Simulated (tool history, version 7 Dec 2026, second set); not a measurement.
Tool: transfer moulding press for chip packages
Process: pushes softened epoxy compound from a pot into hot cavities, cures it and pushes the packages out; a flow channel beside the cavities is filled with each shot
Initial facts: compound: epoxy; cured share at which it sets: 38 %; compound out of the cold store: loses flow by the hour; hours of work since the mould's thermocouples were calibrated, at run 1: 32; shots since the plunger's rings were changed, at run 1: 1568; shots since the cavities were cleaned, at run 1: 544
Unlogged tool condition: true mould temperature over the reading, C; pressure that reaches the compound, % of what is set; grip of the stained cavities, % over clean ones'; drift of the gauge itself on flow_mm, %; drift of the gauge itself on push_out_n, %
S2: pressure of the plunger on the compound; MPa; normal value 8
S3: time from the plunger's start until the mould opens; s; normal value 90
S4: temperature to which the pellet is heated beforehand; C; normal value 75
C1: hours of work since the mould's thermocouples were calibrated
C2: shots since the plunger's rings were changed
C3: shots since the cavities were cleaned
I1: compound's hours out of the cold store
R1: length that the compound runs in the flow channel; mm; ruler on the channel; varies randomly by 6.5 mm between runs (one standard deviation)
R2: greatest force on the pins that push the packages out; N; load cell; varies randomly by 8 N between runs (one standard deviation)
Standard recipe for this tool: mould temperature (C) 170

{"run": 1, "hour": 0.0, "mould temperature (C)": 170, "S2": 8, "S3": 90, "S4": 75, "C1": 32, "C2": 1568, "C3": 544, "I1": 17.1, "R1": 769, "R2": 569}
{"hour": 7.5, "done": "cavities cleaned with cleaning compound and waxed"}
{"run": 2, "hour": 24.3, "mould temperature (C)": 170, "S2": 8, "S3": 101, "S4": 75, "C1": 41, "C2": 1781, "C3": 157, "I1": 39.1, "R1": 672, "R2": 407}
{"hour": 72.1, "done": "cavities cleaned with cleaning compound and waxed"}
{"run": 3, "hour": 72.1, "mould temperature (C)": 170, "S2": 9.29, "S3": 90, "S4": 75, "C1": 61, "C2": 2214, "C3": 0, "I1": 12, "R1": 840, "R2": 360}
{"run": 4, "hour": 103.6, "mould temperature (C)": 170, "S2": 8, "S3": 90, "S4": 75, "C1": 75, "C2": 2507, "C3": 293, "I1": 38, "R1": 675, "R2": 495}
{"hour": 140.1, "done": "cavities cleaned with cleaning compound and waxed"}
{"run": 5, "hour": 155.5, "mould temperature (C)": 170, "S2": 8, "S3": 90, "S4": 75, "C1": 96, "C2": 2977, "C3": 143, "I1": 14.3, "R1": 760, "R2": 445}
{"run": 6, "hour": 196.1, "mould temperature (C)": 171, "S2": 8, "S3": 90, "S4": 75, "C1": 113, "C2": 3357, "C3": 523, "I1": 47.3, "R1": 632, "R2": 531}
{"hour": 205.5, "done": "cavities cleaned with cleaning compound and waxed"}
{"run": 7, "hour": 229.9, "mould temperature (C)": 176, "S2": 9.3, "S3": 90, "S4": 75, "C1": 127, "C2": 3659, "C3": 228, "I1": 15.5, "R1": 777, "R2": 433}
{"run": 8, "hour": 257.7, "mould temperature (C)": 176, "S2": 9.3, "S3": 90, "S4": 75, "C1": 139, "C2": 3918, "C3": 487, "I1": 25.8, "R1": 721, "R2": 489}

Predict the results of run 9:
{"hour": 271.7, "done": "cavities cleaned with cleaning compound and waxed"}
{"run": 9, "hour": 311.0, "mould temperature (C)": 168, "S2": 8.83, "S3": 89, "S4": 84, "C1": 161, "C2": 4402, "C3": 367, "I1": 45.9, "R1": "?", "R2": "?"}

{"run 9": {"R1": 663, "R2": 547}}
Without the tool's hidden state the same run would have given R1 725 mm, R2 361 N.
